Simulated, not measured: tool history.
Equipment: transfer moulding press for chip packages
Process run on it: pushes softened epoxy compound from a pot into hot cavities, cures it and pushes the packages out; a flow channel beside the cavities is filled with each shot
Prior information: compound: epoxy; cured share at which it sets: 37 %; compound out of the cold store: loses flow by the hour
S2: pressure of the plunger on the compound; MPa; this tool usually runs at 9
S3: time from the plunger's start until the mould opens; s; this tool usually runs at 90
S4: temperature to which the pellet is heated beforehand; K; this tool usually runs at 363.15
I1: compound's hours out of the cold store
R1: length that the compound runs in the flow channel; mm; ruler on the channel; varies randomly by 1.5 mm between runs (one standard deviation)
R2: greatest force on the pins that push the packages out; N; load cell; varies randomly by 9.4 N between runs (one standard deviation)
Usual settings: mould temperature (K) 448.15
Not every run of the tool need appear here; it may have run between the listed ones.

{"run": 1, "day": 0.0, "mould temperature (K)": 448.15, "S2": 9, "S3": 90, "S4": 363.15, "I1": 26.5, "R1": 538, "R2": 459}
{"run": 2, "day": 0.412, "mould temperature (K)": 445.15, "S2": 9, "S3": 90, "S4": 363.15, "I1": 35.3, "R1": 528, "R2": 641}
{"run": 3, "day": 0.825, "mould temperature (K)": 445.15, "S2": 9, "S3": 90, "S4": 363.15, "I1": 29.2, "R1": 539, "R2": 738}
{"run": 4, "day": 1.096, "mould temperature (K)": 445.15, "S2": 9, "S3": 90, "S4": 363.15, "I1": 20.1, "R1": 561, "R2": 817}
{"run": 5, "day": 1.392, "mould temperature (K)": 445.15, "S2": 9, "S3": 90, "S4": 360.15, "I1": 44.2, "R1": 509, "R2": 581}
{"run": 6, "day": 1.604, "mould temperature (K)": 448.15, "S2": 9, "S3": 90, "S4": 363.15, "I1": 13.5, "R1": 568, "R2": 563}
{"run": 7, "day": 1.967, "mould temperature (K)": 448.15, "S2": 9, "S3": 90, "S4": 363.15, "I1": 15.6, "R1": 558, "R2": 631}
{"run": 8, "day": 2.267, "mould temperature (K)": 451.15, "S2": 9, "S3": 90, "S4": 363.15, "I1": 10.8, "R1": 564, "R2": 595}
{"run": 9, "day": 2.746, "mould temperature (K)": 451.15, "S2": 9, "S3": 90, "S4": 363.15, "I1": 28.8, "R1": 523, "R2": 498}
{"run": 10, "day": 3.079, "mould temperature (K)": 448.15, "S2": 9, "S3": 90, "S4": 363.15, "I1": 43.3, "R1": 497, "R2": 599}
{"run": 11, "day": 3.404, "mould temperature (K)": 448.15, "S2": 9, "S3": 90, "S4": 363.15, "I1": 12.7, "R1": 565, "R2": 688}
{"run": 12, "day": 3.817, "mould temperature (K)": 448.15, "S2": 9, "S3": 90, "S4": 363.15, "I1": 16.3, "R1": 558, "R2": 496}
{"run": 13, "day": 4.221, "mould temperature (K)": 448.15, "S2": 9, "S3": 90, "S4": 371.15, "I1": 24.3, "R1": 539, "R2": 604}
{"run": 14, "day": 4.583, "mould temperature (K)": 448.15, "S2": 9, "S3": 76, "S4": 363.15, "I1": 24.1, "R1": 537, "R2": 872}
{"run": 15, "day": 4.821, "mould temperature (K)": 448.15, "S2": 9, "S3": 76, "S4": 363.15, "I1": 31, "R1": 521, "R2": 863}
{"run": 16, "day": 5.233, "mould temperature (K)": 448.15, "S2": 9, "S3": 76, "S4": 363.15, "I1": 26.7, "R1": 533, "R2": 709}
{"run": 17, "day": 5.679, "mould temperature (K)": 447.15, "S2": 9.21, "S3": 90, "S4": 372.15, "I1": 11.1, "R1": 577, "R2": 665}
{"run": 18, "day": 6.05, "mould temperature (K)": 450.15, "S2": 8.24, "S3": 93, "S4": 363.15, "I1": 19.6, "R1": 515, "R2": 653}
{"run": 19, "day": 6.558, "mould temperature (K)": 443.15, "S2": 10.5, "S3": 97, "S4": 368.15, "I1": 13.9, "R1": 619, "R2": 697}
{"run": 20, "day": 6.771, "mould temperature (K)": 448.15, "S2": 10.5, "S3": 90, "S4": 354.15, "I1": 42.5, "R1": 536, "R2": 601}
{"run": 21, "day": 7.042, "mould temperature (K)": 448.15, "S2": 10.5, "S3": 90, "S4": 354.15, "I1": 21.3, "R1": 582, "R2": 639}
{"run": 22, "day": 7.45, "mould temperature (K)": 454.15, "S2": 9, "S3": 98, "S4": 354.15, "I1": 31.3, "R1": 505, "R2": 403}
{"run": 23, "day": 7.654, "mould temperature (K)": 440.15, "S2": 7.09, "S3": 117, "S4": 366.15, "I1": 10.7, "R1": 519, "R2": 573}
{"run": 24, "day": 7.967, "mould temperature (K)": 450.15, "S2": 10.08, "S3": 121, "S4": 371.15, "I1": 26.1, "R1": 552, "R2": 494}
{"run": 25, "day": 8.188, "mould temperature (K)": 452.15, "S2": 9.14, "S3": 109, "S4": 358.15, "I1": 17.1, "R1": 544, "R2": 545}
{"run": 26, "day": 8.45, "mould temperature (K)": 452.15, "S2": 9.79, "S3": 109, "S4": 358.15, "I1": 25.5, "R1": 539, "R2": 585}
{"run": 27, "day": 8.846, "mould temperature (K)": 452.15, "S2": 9.79, "S3": 109, "S4": 358.15, "I1": 32.9, "R1": 523, "R2": 428}
{"run": 28, "day": 9.158, "mould temperature (K)": 453.15, "S2": 9, "S3": 96, "S4": 363.15, "I1": 29.6, "R1": 505, "R2": 523}
{"run": 29, "day": 9.412, "mould temperature (K)": 454.15, "S2": 9, "S3": 112, "S4": 366.15, "I1": 36.7, "R1": 487, "R2": 535}

Put back what was entered between runs (7 entries, withheld): which listed runs does each sit between, and how does the hidden state differ from the listed run before to the listed run after?
Logged between run 4 and run 5: cavities cleaned with cleaning compound and waxed (day 1.188)
  true mould temperature over the reading, C: -0.29 -> -0.3; pressure that reaches the compound, % of what is set: 98.69 -> 98.56; grip of the stained cavities, % over clean ones': 58.5 -> 17.9
  difference, measured minus the result without the unlogged condition, R1: -2 -> -3 mm; R2: +309 -> +96 N
Logged between run 8 and run 9: cavities cleaned with cleaning compound and waxed (day 2.421)
  true mould temperature over the reading, C: -0.33 -> -0.34; pressure that reaches the compound, % of what is set: 98 -> 97.73; grip of the stained cavities, % over clean ones': 56.7 -> 25.3
  difference, measured minus the result without the unlogged condition, R1: -5 -> -6 mm; R2: +220 -> +104 N
Logged between run 11 and run 12: cavities cleaned with cleaning compound and waxed (day 3.679)
  true mould temperature over the reading, C: -0.36 -> -0.38; pressure that reaches the compound, % of what is set: 97.31 -> 97.07; grip of the stained cavities, % over clean ones': 54.6 -> 12.5
  difference, measured minus the result without the unlogged condition, R1: -6 -> -7 mm; R2: +250 -> +62 N
Logged between run 15 and run 16: cavities cleaned with cleaning compound and waxed (day 4.925)
  true mould temperature over the reading, C: -0.41 -> -0.42; pressure that reaches the compound, % of what is set: 96.43 -> 96.22; grip of the stained cavities, % over clean ones': 58.4 -> 24.5
  difference, measured minus the result without the unlogged condition, R1: -8 -> -9 mm; R2: +333 -> +155 N
Logged between run 18 and run 19: cavities cleaned with cleaning compound and waxed (day 6.154)
  true mould temperature over the reading, C: -0.45 -> -0.47; pressure that reaches the compound, % of what is set: 95.71 -> 95.41; grip of the stained cavities, % over clean ones': 57.5 -> 29.2
  difference, measured minus the result without the unlogged condition, R1: -10 -> -13 mm; R2: +242 -> +173 N
Logged between run 21 and run 22: cavities cleaned with cleaning compound and waxed (day 7.392)
  true mould temperature over the reading, C: -0.48 -> -0.5; pressure that reaches the compound, % of what is set: 95.09 -> 94.87; grip of the stained cavities, % over clean ones': 50.1 -> 6.3
  difference, measured minus the result without the unlogged condition, R1: -13 -> -13 mm; R2: +222 -> +26 N
Logged between run 26 and run 27: cavities cleaned with cleaning compound and waxed (day 8.646)
  true mould temperature over the reading, C: -0.53 -> -0.54; pressure that reaches the compound, % of what is set: 94.21 -> 93.99; grip of the stained cavities, % over clean ones': 56.9 -> 14.6
  difference, measured minus the result without the unlogged condition, R1: -15 -> -15 mm; R2: +212 -> +56 N

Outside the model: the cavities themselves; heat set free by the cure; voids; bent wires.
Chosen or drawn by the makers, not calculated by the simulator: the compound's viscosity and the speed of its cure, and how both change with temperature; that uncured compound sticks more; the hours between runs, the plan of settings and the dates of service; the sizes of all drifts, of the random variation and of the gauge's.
